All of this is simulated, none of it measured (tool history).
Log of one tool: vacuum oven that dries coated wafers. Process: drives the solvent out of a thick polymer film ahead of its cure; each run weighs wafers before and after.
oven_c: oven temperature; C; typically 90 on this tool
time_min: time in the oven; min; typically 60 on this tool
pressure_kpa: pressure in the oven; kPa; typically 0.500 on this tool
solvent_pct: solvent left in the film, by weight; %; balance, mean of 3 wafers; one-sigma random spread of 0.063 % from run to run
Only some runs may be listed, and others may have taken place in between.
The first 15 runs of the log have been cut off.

run	hour	oven_c	time_min	pressure_kpa	solvent_pct
16	837.2	90	34	0.500	6.80
17	917.7	90	34	0.500	6.99
18	995.7	79	47	1.598	10.07
19	1054.1	79	47	1.598	10.09
20	1089.7	94	60	1.174	2.66
21	1161.4	94	60	1.174	2.68
22	1228.6	79	31	0.285	11.29
23	1300.5	81	84	1.880	6.21
24	1336.7	76	82	0.300	7.72
25	1373.1	76	82	0.300	7.54
26	1443.5	90	57	0.541	3.92
27	1513.6	77	57	1.255	9.52
28	1555.9	79	57	0.402	8.34
29	1594.9	99	45	0.749	2.17
30	1655.0	99	45	0.749	2.11
31	1729.3	99	49	0.283	1.64
32	1811.4	99	49	0.283	1.61
33	1893.3	99	49	0.283	1.65
34	1949.8	99	49	0.285	1.59

Forecast each of these 5 alternatives for the next run:
A	1992.4	99	65	0.285	?
B	1992.4	85	60	0.443	?
C	1992.4	99	99	0.285	?
D	1992.4	92	70	0.365	?
E	1992.4	88	95	1.734	?

run	solvent_pct
A	0.88
B	5.26
C	0.44
D	2.06
E	2.81
With the hidden condition removed and each run's random variation left untouched, the same runs would have given:
run	solvent_pct
A	0.90
B	5.64
C	0.29
D	2.24
E	2.98
